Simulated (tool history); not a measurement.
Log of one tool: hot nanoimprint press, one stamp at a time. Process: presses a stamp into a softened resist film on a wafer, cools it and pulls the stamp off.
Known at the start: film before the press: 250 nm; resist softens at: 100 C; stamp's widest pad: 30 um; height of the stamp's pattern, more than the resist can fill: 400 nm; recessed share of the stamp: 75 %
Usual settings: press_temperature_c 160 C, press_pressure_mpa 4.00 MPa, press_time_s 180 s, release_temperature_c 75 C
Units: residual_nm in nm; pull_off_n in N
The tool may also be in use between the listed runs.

{"run": 1, "hour": 0.0, "press_temperature_c": 160, "press_pressure_mpa": 4.0, "press_time_s": 180, "release_temperature_c": 75, "residual_nm": 103.5, "pull_off_n": 271}
{"run": 2, "hour": 56.0, "press_temperature_c": 160, "press_pressure_mpa": 4.79, "press_time_s": 180, "release_temperature_c": 75, "residual_nm": 95.9, "pull_off_n": 272}
{"hour": 66.1, "done": "stamp cleaned and given a new release coat"}
{"run": 3, "hour": 131.8, "press_temperature_c": 160, "press_pressure_mpa": 4.79, "press_time_s": 180, "release_temperature_c": 75, "residual_nm": 95.5, "pull_off_n": 147}
{"run": 4, "hour": 206.3, "press_temperature_c": 160, "press_pressure_mpa": 4.79, "press_time_s": 180, "release_temperature_c": 75, "residual_nm": 95.2, "pull_off_n": 152}
{"run": 5, "hour": 268.3, "press_temperature_c": 160, "press_pressure_mpa": 4.79, "press_time_s": 180, "release_temperature_c": 75, "residual_nm": 95.1, "pull_off_n": 153}
{"run": 6, "hour": 342.5, "press_temperature_c": 160, "press_pressure_mpa": 4.79, "press_time_s": 180, "release_temperature_c": 75, "residual_nm": 95.0, "pull_off_n": 158}
{"run": 7, "hour": 400.8, "press_temperature_c": 160, "press_pressure_mpa": 4.79, "press_time_s": 180, "release_temperature_c": 75, "residual_nm": 95.2, "pull_off_n": 163}
{"run": 8, "hour": 446.1, "press_temperature_c": 160, "press_pressure_mpa": 4.79, "press_time_s": 180, "release_temperature_c": 75, "residual_nm": 93.9, "pull_off_n": 170}
{"run": 9, "hour": 514.4, "press_temperature_c": 160, "press_pressure_mpa": 4.79, "press_time_s": 180, "release_temperature_c": 75, "residual_nm": 94.3, "pull_off_n": 170}
{"run": 10, "hour": 558.3, "press_temperature_c": 167, "press_pressure_mpa": 4.0, "press_time_s": 180, "release_temperature_c": 75, "residual_nm": 74.1, "pull_off_n": 179}
{"hour": 579.2, "done": "plate thermocouple calibrated"}
{"run": 11, "hour": 596.4, "press_temperature_c": 160, "press_pressure_mpa": 4.0, "press_time_s": 180, "release_temperature_c": 75, "residual_nm": 107.1, "pull_off_n": 187}
{"run": 12, "hour": 674.5, "press_temperature_c": 151, "press_pressure_mpa": 4.0, "press_time_s": 180, "release_temperature_c": 75, "residual_nm": 155.1, "pull_off_n": 194}
{"run": 13, "hour": 741.1, "press_temperature_c": 160, "press_pressure_mpa": 4.0, "press_time_s": 180, "release_temperature_c": 75, "residual_nm": 105.8, "pull_off_n": 195}
{"run": 14, "hour": 784.6, "press_temperature_c": 160, "press_pressure_mpa": 4.74, "press_time_s": 345, "release_temperature_c": 75, "residual_nm": 74.6, "pull_off_n": 198}
{"run": 15, "hour": 849.9, "press_temperature_c": 160, "press_pressure_mpa": 4.74, "press_time_s": 345, "release_temperature_c": 75, "residual_nm": 74.7, "pull_off_n": 204}
{"run": 16, "hour": 884.2, "press_temperature_c": 160, "press_pressure_mpa": 4.74, "press_time_s": 345, "release_temperature_c": 75, "residual_nm": 74.5, "pull_off_n": 218}
{"hour": 936.9, "done": "press's hydraulic seals changed and the load cell set to zero"}
{"run": 17, "hour": 967.5, "press_temperature_c": 160, "press_pressure_mpa": 4.74, "press_time_s": 345, "release_temperature_c": 75, "residual_nm": 71.6, "pull_off_n": 218}
{"run": 18, "hour": 999.9, "press_temperature_c": 160, "press_pressure_mpa": 4.9, "press_time_s": 322, "release_temperature_c": 75, "residual_nm": 72.2, "pull_off_n": 222}
{"run": 19, "hour": 1043.0, "press_temperature_c": 160, "press_pressure_mpa": 2.81, "press_time_s": 180, "release_temperature_c": 66, "residual_nm": 117.2, "pull_off_n": 238}
{"run": 20, "hour": 1088.7, "press_temperature_c": 160, "press_pressure_mpa": 2.81, "press_time_s": 180, "release_temperature_c": 66, "residual_nm": 117.4, "pull_off_n": 244}
{"run": 21, "hour": 1164.6, "press_temperature_c": 160, "press_pressure_mpa": 2.81, "press_time_s": 180, "release_temperature_c": 66, "residual_nm": 117.0, "pull_off_n": 240}
{"run": 22, "hour": 1226.7, "press_temperature_c": 160, "press_pressure_mpa": 2.81, "press_time_s": 180, "release_temperature_c": 66, "residual_nm": 117.0, "pull_off_n": 250}
{"hour": 1279.5, "done": "plate thermocouple calibrated"}
{"run": 23, "hour": 1284.5, "press_temperature_c": 160, "press_pressure_mpa": 2.81, "press_time_s": 180, "release_temperature_c": 66, "residual_nm": 121.1, "pull_off_n": 253}
{"run": 24, "hour": 1363.0, "press_temperature_c": 160, "press_pressure_mpa": 2.81, "press_time_s": 180, "release_temperature_c": 66, "residual_nm": 120.4, "pull_off_n": 273}
{"run": 25, "hour": 1415.4, "press_temperature_c": 160, "press_pressure_mpa": 2.81, "press_time_s": 180, "release_temperature_c": 66, "residual_nm": 120.6, "pull_off_n": 266}

Forecast each of these 5 alternatives for the next run:
{"run": "A", "hour": 1458.9, "press_temperature_c": 160, "press_pressure_mpa": 4.88, "press_time_s": 180, "release_temperature_c": 75, "residual_nm": "?", "pull_off_n": "?"}
{"run": "B", "hour": 1458.9, "press_temperature_c": 157, "press_pressure_mpa": 4.0, "press_time_s": 139, "release_temperature_c": 61, "residual_nm": "?", "pull_off_n": "?"}
{"run": "C", "hour": 1458.9, "press_temperature_c": 160, "press_pressure_mpa": 2.81, "press_time_s": 229, "release_temperature_c": 66, "residual_nm": "?", "pull_off_n": "?"}
{"run": "D", "hour": 1458.9, "press_temperature_c": 158, "press_pressure_mpa": 2.81, "press_time_s": 202, "release_temperature_c": 68, "residual_nm": "?", "pull_off_n": "?"}
{"run": "E", "hour": 1458.9, "press_temperature_c": 169, "press_pressure_mpa": 2.81, "press_time_s": 147, "release_temperature_c": 79, "residual_nm": "?", "pull_off_n": "?"}

run=A residual_nm=95.3 pull_off_n=265
run=B residual_nm=130.3 pull_off_n=282
run=C residual_nm=109.2 pull_off_n=277
run=D residual_nm=124.7 pull_off_n=270
run=E residual_nm=88.4 pull_off_n=262
Without the tool's hidden state the same runs would have given:
run=A residual_nm=94.8 pull_off_n=141
run=B residual_nm=130.0 pull_off_n=150
run=C residual_nm=109.3 pull_off_n=147
run=D residual_nm=124.8 pull_off_n=144
run=E residual_nm=88.4 pull_off_n=139
